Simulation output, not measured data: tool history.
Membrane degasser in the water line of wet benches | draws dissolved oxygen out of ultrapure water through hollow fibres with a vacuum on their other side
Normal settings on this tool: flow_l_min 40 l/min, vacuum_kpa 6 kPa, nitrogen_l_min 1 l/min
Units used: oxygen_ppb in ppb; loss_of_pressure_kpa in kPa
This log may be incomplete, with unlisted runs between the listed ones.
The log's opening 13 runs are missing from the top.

run    hour  flow_l_min  vacuum_kpa  nitrogen_l_min  hours since the membrane was changed  hours since the vacuum gauge was calibrated  hours since the vacuum lines were made tight  oxygen_ppb  loss_of_pressure_kpa
 14     574          40       13.33            2.64                                   673                                           76                                          4460       517.1                 45.13
 15   618.9          40       13.33            2.64                                   718                                          121                                          4505       525.4                 45.54
 16   655.8          40        9.95            2.64                                   755                                          158                                          4542       413.8                 45.14
 17   698.4          40           6            0.47                                   798                                          201                                          4584       584.5                 45.15
 18   730.3          40           6            0.47                                   830                                          233                                          4616       593.8                  45.3
 19   773.2          40           6            0.47                                   873                                          276                                          4659       596.8                 45.02
      797.9  -- vacuum gauge calibrated, once more
 20   823.1          40           6            0.47                                   922                                           25                                          4708       541.6                 45.18
 21   854.4          40           6            0.47                                   953                                           57                                          4740       539.9                 45.55
 22   884.2          51        12.4            1.22                                   983                                           86                                          4769      1032.8                 57.86
 23     908          39       14.89            0.98                                  1007                                          110                                          4793       988.5                 44.26
 24   951.8          39       14.89            0.98                                  1051                                          154                                          4837       995.5                 44.13
 25   983.5          39        4.65            1.98                                  1082                                          186                                          4869       225.7                 44.37
 26    1015          40        5.54            0.63                                  1114                                          217                                          4900       430.8                 45.32
 27  1058.6          44        6.51            0.84                                  1158                                          261                                          4944       545.2                 49.82
 28  1096.9          29        6.51            0.84                                  1196                                          299                                          4982       285.1                 32.84
 29  1128.7          44        5.69             0.4                                  1228                                          331                                          5014       614.9                 49.59
 30  1160.6          44        5.69             0.4                                  1260                                          363                                          5046         612                 50.01
 31  1200.2          30           6            2.33                                  1299                                          402                                          5085         147                 33.97

Branching from run 31: 5 alternative next runs. What would each branch give?
  A  1224.1          40          14            0.86                                  1323                                          426                                          5109           ?                     ?
  B  1224.1          30         7.8            2.33                                  1323                                          426                                          5109           ?                     ?
  C  1224.1          33        3.78            2.07                                  1323                                          426                                          5109           ?                     ?
  D  1224.1          30           6            1.62                                  1323                                          426                                          5109           ?                     ?
  E  1224.1          30        4.98            1.04                                  1323                                          426                                          5109           ?                     ?

run  oxygen_ppb  loss_of_pressure_kpa
  A      1032.5                 45.49
  B       198.1                 33.93
  C         112                 37.51
  D         180                 33.98
  E       168.9                 33.97
Had the tool no hidden state, the same runs would have come out as:
run  oxygen_ppb  loss_of_pressure_kpa
  A      1027.2                 45.17
  B       194.4                 33.69
  C       108.5                 37.24
  D       176.4                 33.74
  E       165.5                 33.72
